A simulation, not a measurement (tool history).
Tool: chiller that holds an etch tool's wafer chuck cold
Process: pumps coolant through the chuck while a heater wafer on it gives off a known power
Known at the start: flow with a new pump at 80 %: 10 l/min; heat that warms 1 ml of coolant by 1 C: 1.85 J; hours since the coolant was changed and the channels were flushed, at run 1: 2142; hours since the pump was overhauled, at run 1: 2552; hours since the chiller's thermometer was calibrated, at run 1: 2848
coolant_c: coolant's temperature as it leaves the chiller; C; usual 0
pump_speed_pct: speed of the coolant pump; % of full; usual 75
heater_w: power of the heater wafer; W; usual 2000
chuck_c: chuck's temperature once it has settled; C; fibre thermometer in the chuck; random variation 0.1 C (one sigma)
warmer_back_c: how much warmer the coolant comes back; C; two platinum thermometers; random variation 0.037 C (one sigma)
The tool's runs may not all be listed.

run	day	coolant_c	pump_speed_pct	heater_w	hours since the coolant was changed and the channels were flushed	hours since the pump was overhauled	hours since the chiller's thermometer was calibrated	chuck_c	warmer_back_c
1	0	0	75	2000	2142	2552	2848	18.1	6.9
2	3.204	0	75	1123	2218	2629	2925	10.2	3.95
3	6.296	-1	75	2000	2293	2703	2999	16.9	7.03
4	9.533	-1	75	2000	2370	2781	3076	17.2	7
5	14.142	0	75	2000	2481	2891	3187	17.9	7
6	19.092	0	75	2000	2600	3010	3306	18.2	7.08
7	23.383	0	61	2000	2703	3113	3409	22	8.9
8	27.058	0	61	2000	2791	3201	3497	22.2	8.92
9	29.138	0	72	2000	2841	3251	3547	18.7	7.55
10	33.229	0	72	2000	2939	3349	3645	18.6	7.55
11	37.967	0	96	2000	3053	3463	3759	14.1	5.66
12	40.275	0	96	2000	3108	3518	3814	14.1	5.71
13	43.083	-8	97	1226	3176	3586	3882	0.5	3.6
14	46.158	0	74	2571	3249	3660	3955	23.6	9.49
15	50.558	0	76	1146	3355	3765	4061	10.4	4.31
# day 52.475: gauge calibrated
16	55.629	-8	87	1985	3477	3887	4183	7.5	5.88
17	60.375	6	83	2116	3591	4001	4297	23.3	6.66
18	62.804	6	83	2116	3649	4059	4355	23.1	6.74

The next listed run, before its measurement:
19	66.317	-1	71	2705	3733	4143	4439	?	?

chuck_c: 24.6 C
warmer_back_c: 10.13 C
Without the tool's hidden state the same run would have given chuck_c 24.6 C, warmer_back_c 10.02 C.

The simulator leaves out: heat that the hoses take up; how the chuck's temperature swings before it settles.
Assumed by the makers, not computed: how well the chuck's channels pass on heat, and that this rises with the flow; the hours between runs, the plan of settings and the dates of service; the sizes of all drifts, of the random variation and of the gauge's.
